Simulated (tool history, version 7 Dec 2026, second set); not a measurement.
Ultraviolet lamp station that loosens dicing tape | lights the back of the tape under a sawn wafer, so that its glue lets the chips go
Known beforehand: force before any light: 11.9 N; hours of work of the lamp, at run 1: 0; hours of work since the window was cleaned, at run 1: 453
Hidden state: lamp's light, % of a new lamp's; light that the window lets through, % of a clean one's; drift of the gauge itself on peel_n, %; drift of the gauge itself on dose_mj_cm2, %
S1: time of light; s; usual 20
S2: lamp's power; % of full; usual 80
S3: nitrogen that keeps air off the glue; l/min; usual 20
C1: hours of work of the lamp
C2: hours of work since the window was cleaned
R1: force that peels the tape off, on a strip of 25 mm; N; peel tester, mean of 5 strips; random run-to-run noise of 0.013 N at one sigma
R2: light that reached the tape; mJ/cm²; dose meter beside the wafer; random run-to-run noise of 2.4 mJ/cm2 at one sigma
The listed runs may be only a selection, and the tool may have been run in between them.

Run 1, day 0.000: usual settings; C1 0; C2 453. Result: R1 0.757 N, R2 215 mJ/cm².
Run 2, day 2.683: usual settings but S3 15 l/min; C1 49; C2 502. Result: R1 0.989 N, R2 211 mJ/cm².
At day 4.121: window cleaned of glue's vapour.
Run 3, day 4.817: usual settings but S3 15 l/min; C1 88; C2 13. Result: R1 0.737 N, R2 241 mJ/cm².
Run 4, day 7.467: usual settings but S3 15 l/min; C1 136; C2 61. Result: R1 0.765 N, R2 233 mJ/cm².
Run 5, day 11.438: usual settings but S3 15 l/min; C1 209; C2 134. Result: R1 0.843 N, R2 224 mJ/cm².
Run 6, day 15.467: usual settings; C1 282; C2 207. Result: R1 0.802 N, R2 214 mJ/cm².
Run 7, day 18.412: usual settings; C1 336; C2 261. Result: R1 0.815 N, R2 208 mJ/cm².
Run 8, day 21.988: usual settings; C1 401; C2 326. Result: R1 0.904 N, R2 204 mJ/cm².
Run 9, day 25.425: usual settings; C1 464; C2 389. Result: R1 0.972 N, R2 191 mJ/cm².
Run 10, day 27.817: usual settings but S1 32 s; C1 508; C2 433. Result: R1 0.385 N, R2 302 mJ/cm².
Run 11, day 31.429: usual settings but S1 32 s; C1 574; C2 499. Result: R1 0.396 N, R2 288 mJ/cm².
At day 32.929: window cleaned of glue's vapour.
Run 12, day 35.329: usual settings but S1 32 s; C1 645; C2 44. Result: R1 0.334 N, R2 329 mJ/cm².
Run 13, day 37.729: usual settings; C1 689; C2 88. Result: R1 0.904 N, R2 200 mJ/cm².
Run 14, day 39.696: usual settings; C1 724; C2 124. Result: R1 0.942 N, R2 195 mJ/cm².
Run 15, day 44.021: usual settings; C1 803; C2 203. Result: R1 1.082 N, R2 184 mJ/cm².
Run 16, day 48.250: usual settings but S1 37 s, S2 83 % of full, S3 7 l/min; C1 881; C2 280. Result: R1 0.545 N, R2 338 mJ/cm².
Run 17, day 50.775: usual settings but S1 37 s, S2 93 % of full, S3 30 l/min; C1 927; C2 326. Result: R1 0.246 N, R2 376 mJ/cm².
Run 18, day 52.871: usual settings but S1 13 s, S2 77 % of full, S3 26 l/min; C1 965; C2 364. Result: R1 2.628 N, R2 106 mJ/cm².
Run 19, day 56.375: usual settings but S1 12 s, S2 61 % of full, S3 30 l/min; C1 1029; C2 428. Result: R1 3.857 N, R2 78 mJ/cm².
Run 20, day 58.167: usual settings but S1 18 s, S2 69 % of full, S3 10 l/min; C1 1062; C2 461. Result: R1 3.080 N, R2 123 mJ/cm².
At day 61.671: window cleaned of glue's vapour.
Run 21, day 62.062: usual settings but S1 18 s, S2 69 % of full, S3 10 l/min; C1 1133; C2 7. Result: R1 2.634 N, R2 135 mJ/cm².
Run 22, day 64.233: usual settings but S1 18 s, S2 69 % of full, S3 10 l/min; C1 1172; C2 47. Result: R1 2.778 N, R2 131 mJ/cm².
Run 23, day 66.308: usual settings but S1 18 s, S2 69 % of full, S3 10 l/min; C1 1210; C2 85. Result: R1 2.828 N, R2 131 mJ/cm².
Run 24, day 68.688: usual settings but S1 18 s, S2 69 % of full, S3 9 l/min; C1 1254; C2 128. Result: R1 3.064 N, R2 126 mJ/cm².
Run 25, day 72.000: usual settings but S1 18 s, S2 69 % of full, S3 9 l/min; C1 1314; C2 189. Result: R1 3.256 N, R2 122 mJ/cm².
Run 26, day 74.933: usual settings but S1 18 s, S2 69 % of full, S3 9 l/min; C1 1368; C2 242. Result: R1 3.429 N, R2 119 mJ/cm².
Run 27, day 77.038: usual settings but S1 21 s, S2 68 % of full; C1 1406; C2 281. Result: R1 2.084 N, R2 128 mJ/cm².
Run 28, day 79.108: usual settings but S2 76 % of full, S3 9 l/min; C1 1444; C2 319. Result: R1 2.718 N, R2 132 mJ/cm².
Run 29, day 82.404: usual settings but S1 15 s, S2 92 % of full, S3 10 l/min; C1 1504; C2 379. Result: R1 3.233 N, R2 118 mJ/cm².
Run 30, day 85.725: usual settings but S1 16 s, S2 67 % of full, S3 34 l/min; C1 1565; C2 440. Result: R1 3.034 N, R2 90 mJ/cm².

Below, some changes in R1 between adjacent runs. For each, the amount present without the hidden state too (settings, incoming material, random variation) and the amount remaining for the hidden state with gauge scatter not shared by both compared results:
Run 17 -> 18: S1 37 -> 13, S2 93 -> 77, S3 30 -> 26. R1 +2.382 N: hidden state +1.224, all else +1.158.
Run 18 -> 19: S1 13 -> 12, S2 77 -> 61, S3 26 -> 30. R1 +1.229 N: hidden state +0.394, all else +0.835.
Run 20 -> 21: window cleaned of glue's vapour. R1 -0.446 N: hidden state -0.426, all else -0.020.
Run 26 -> 27: S1 18 -> 21, S2 69 -> 68, S3 9 -> 20. R1 -1.345 N: hidden state -0.494, all else -0.851.
